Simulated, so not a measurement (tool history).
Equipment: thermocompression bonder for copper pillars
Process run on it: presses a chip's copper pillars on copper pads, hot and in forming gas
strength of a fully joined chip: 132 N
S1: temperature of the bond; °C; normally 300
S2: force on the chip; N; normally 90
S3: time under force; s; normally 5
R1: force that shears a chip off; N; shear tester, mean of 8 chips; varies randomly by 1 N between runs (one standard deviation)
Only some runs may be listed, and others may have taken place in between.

{"run": 1, "hour": 0.0, "S1": 300, "S2": 90, "S3": 5, "R1": 84.1}
{"run": 2, "hour": 9.8, "S1": 300, "S2": 89, "S3": 5, "R1": 83.4}
{"run": 3, "hour": 21.8, "S1": 300, "S2": 89, "S3": 5, "R1": 81.1}
{"run": 4, "hour": 40.6, "S1": 281, "S2": 90, "S3": 5, "R1": 67.9}
{"run": 5, "hour": 60.8, "S1": 281, "S2": 90, "S3": 5, "R1": 67.7}
{"run": 6, "hour": 79.6, "S1": 287, "S2": 90, "S3": 10, "R1": 87.2}
{"run": 7, "hour": 94.5, "S1": 314, "S2": 59, "S3": 5, "R1": 63.5}
{"run": 8, "hour": 104.6, "S1": 310, "S2": 107, "S3": 8, "R1": 107.2}
{"run": 9, "hour": 119.2, "S1": 300, "S2": 124, "S3": 15, "R1": 113.7}
{"run": 10, "hour": 138.6, "S1": 300, "S2": 124, "S3": 15, "R1": 122.6}

Not shown here: 1 entry made in the log between runs. Locate each between two listed runs and compare the hidden state at the listed run before it with the hidden state at the listed run after it:
From run 9 to run 10: forming gas filter changed (hour 121.8)
  true temperature of the bond over the reading, C: 6.1 -> 6.2; force that reaches the chip, % of what is set: 96.5 -> 96.4; oxide that the forming gas leaves, % of the face: 10.4 -> 1.36
  measured value less the no-hidden-state value, R1: -11.7 -> -0.2 N
